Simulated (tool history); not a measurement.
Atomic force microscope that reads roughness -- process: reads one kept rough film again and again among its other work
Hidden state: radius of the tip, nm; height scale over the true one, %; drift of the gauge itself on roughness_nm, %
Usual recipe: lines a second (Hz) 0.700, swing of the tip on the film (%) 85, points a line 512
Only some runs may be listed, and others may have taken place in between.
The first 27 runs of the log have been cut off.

run     day  lines a second (Hz)  swing of the tip on the film (%)  points a line  pictures with this tip  hours of work since the height scale was calibrated  roughness of the kept film (nm (root mean square))
 28  17.129                0.700                                74            512                      69                                                  314                                               2.490
 29  17.846                2.624                                74            512                      83                                                  323                                               2.237
 30  18.271                2.624                                74            512                      91                                                  328                                               2.211
     18.383  -- height scale calibrated on a step standard
 31  18.854                0.594                                63            299                     102                                                    6                                               2.316
 32  19.329                0.594                                63            299                     111                                                   11                                               2.268
 33  19.775                0.594                                63            299                     120                                                   17                                               2.233
 34  20.646                0.594                                63            299                     136                                                   27                                               2.156
 35  21.158                0.594                                63            299                     146                                                   33                                               2.121
 36  21.788                0.956                                87            415                     158                                                   41                                               1.998
     22.321  -- height scale calibrated on a step standard, once more
 37  22.608                0.700                                89            385                     174                                                    3                                               1.963
 38  23.483                0.700                                78            512                     191                                                   14                                               1.948
     23.704  -- new tip fitted
 39  24.317                0.700                                78            512                      12                                                   24                                               2.815
 40  24.808                0.598                                71            427                      22                                                   30                                               2.755
 41  25.500                0.598                                71            427                      35                                                   38                                               2.697
 42  26.300                0.598                                71            427                      51                                                   48                                               2.581
 43  26.708                0.598                                71            427                      59                                                   53                                               2.560
 44  27.504                0.598                                71            427                      74                                                   62                                               2.468
 45  28.254                0.598                                71            427                      89                                                   71                                               2.386
 46  28.979                0.598                                71            582                     103                                                   80                                               2.339
 47  29.842                1.885                                77            607                     119                                                   90                                               2.142
 48  30.421                1.885                                77            607                     131                                                   97                                               2.099
 49  31.296                1.291                                71            535                     148                                                  108                                               2.104
 50  31.646                1.291                                71            535                     154                                                  112                                               2.082
 51  32.454                1.291                                71            535                     170                                                  122                                               2.039
 52  32.933                1.001                                72            730                     179                                                  128                                               2.022

Below are 3 alternative next runs, each starting from the tool's condition after run 52. Predict each:
  A  33.392                1.001                                87            730                     188                                                  133                                                   ?
  B  33.392                2.111                                85            604                     188                                                  133                                                   ?
  C  33.392                1.204                                57            933                     188                                                  133                                                   ?

run  roughness of the kept film (nm (root mean square))
  A                                               1.915
  B                                               1.806
  C                                               2.031
Without the tool's hidden state the same runs would have given:
run  roughness of the kept film (nm (root mean square))
  A                                               2.827
  B                                               2.665
  C                                               2.999
